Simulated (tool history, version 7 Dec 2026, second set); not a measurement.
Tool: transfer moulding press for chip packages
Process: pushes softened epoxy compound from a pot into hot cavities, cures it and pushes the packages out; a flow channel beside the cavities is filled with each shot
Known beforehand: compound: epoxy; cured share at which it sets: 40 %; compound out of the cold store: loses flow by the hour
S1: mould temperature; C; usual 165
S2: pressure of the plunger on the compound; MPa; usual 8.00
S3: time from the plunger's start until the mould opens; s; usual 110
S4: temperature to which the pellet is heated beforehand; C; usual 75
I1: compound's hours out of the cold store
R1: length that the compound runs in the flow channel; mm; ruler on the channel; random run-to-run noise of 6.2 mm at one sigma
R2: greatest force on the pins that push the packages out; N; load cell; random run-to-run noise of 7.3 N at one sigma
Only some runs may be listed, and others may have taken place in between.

Run 1, hour 0.0: usual settings; I1 43.0. Result: R1 679 mm, R2 295 N.
Run 2, hour 18.7: usual settings; I1 22.4. Result: R1 718 mm, R2 318 N.
Run 3, hour 48.8: usual settings but S1 171 C; I1 11.3. Result: R1 697 mm, R2 248 N.
At hour 74.1: cavities cleaned with cleaning compound and waxed.
Run 4, hour 74.1: usual settings; I1 41.1. Result: R1 684 mm, R2 315 N.
Run 5, hour 105.3: usual settings but S3 109 s; I1 22.9. Result: R1 712 mm, R2 321 N.
Run 6, hour 137.8: usual settings but S3 109 s, S4 66 C; I1 28.0. Result: R1 701 mm, R2 314 N.
At hour 156.3: cavities cleaned with cleaning compound and waxed.
Run 7, hour 177.4: usual settings but S3 109 s, S4 66 C; I1 26.8. Result: R1 707 mm, R2 321 N.
Run 8, hour 203.2: usual settings but S3 109 s, S4 66 C; I1 40.0. Result: R1 682 mm, R2 324 N.
At hour 237.4: cavities cleaned with cleaning compound and waxed.
Run 9, hour 239.9: usual settings but S3 136 s, S4 66 C; I1 46.2. Result: R1 688 mm, R2 263 N.
Run 10, hour 276.2: usual settings but S1 160 C, S2 8.25 MPa, S4 77 C; I1 47.5. Result: R1 711 mm, R2 411 N.
Run 11, hour 301.4: usual settings but S1 163 C, S4 71 C; I1 9.3. Result: R1 754 mm, R2 362 N.
At hour 318.1: cavities cleaned with cleaning compound and waxed.
Run 12, hour 337.9: usual settings but S1 163 C, S4 81 C; I1 43.4. Result: R1 684 mm, R2 332 N.
Run 13, hour 363.2: usual settings but S3 126 s; I1 10.0. Result: R1 722 mm, R2 285 N.
Run 14, hour 387.9: usual settings but S4 83 C; I1 19.8. Result: R1 704 mm, R2 304 N.

Predict each of these 4 candidate next runs independently; none follows another, all start after run 14:
At hour 395.8: plunger's sealing rings changed.
At hour 400.3: cavities cleaned with cleaning compound and waxed.
Run A, hour 417.3: usual settings but S3 98 s, S4 70 C; I1 21.6. Result: R1 ?, R2 ?.
At hour 395.8: plunger's sealing rings changed.
At hour 400.3: cavities cleaned with cleaning compound and waxed.
Run B, hour 417.3: usual settings but S1 157 C, S2 9.66 MPa; I1 47.1. Result: R1 ?, R2 ?.
At hour 395.8: plunger's sealing rings changed.
At hour 400.3: cavities cleaned with cleaning compound and waxed.
Run C, hour 417.3: usual settings but S2 8.63 MPa, S3 100 s; I1 22.1. Result: R1 ?, R2 ?.
At hour 395.8: plunger's sealing rings changed.
At hour 400.3: cavities cleaned with cleaning compound and waxed.
Run D, hour 417.3: usual settings but S2 7.36 MPa, S3 115 s, S4 83 C; I1 46.2. Result: R1 ?, R2 ?.

run   R1   R2
  A  704  404
  B  778  533
  C  741  372
  D  654  308
What these runs would have given with no unlogged condition in the tool:
run   R1   R2
  A  704  402
  B  779  530
  C  742  370
  D  654  306

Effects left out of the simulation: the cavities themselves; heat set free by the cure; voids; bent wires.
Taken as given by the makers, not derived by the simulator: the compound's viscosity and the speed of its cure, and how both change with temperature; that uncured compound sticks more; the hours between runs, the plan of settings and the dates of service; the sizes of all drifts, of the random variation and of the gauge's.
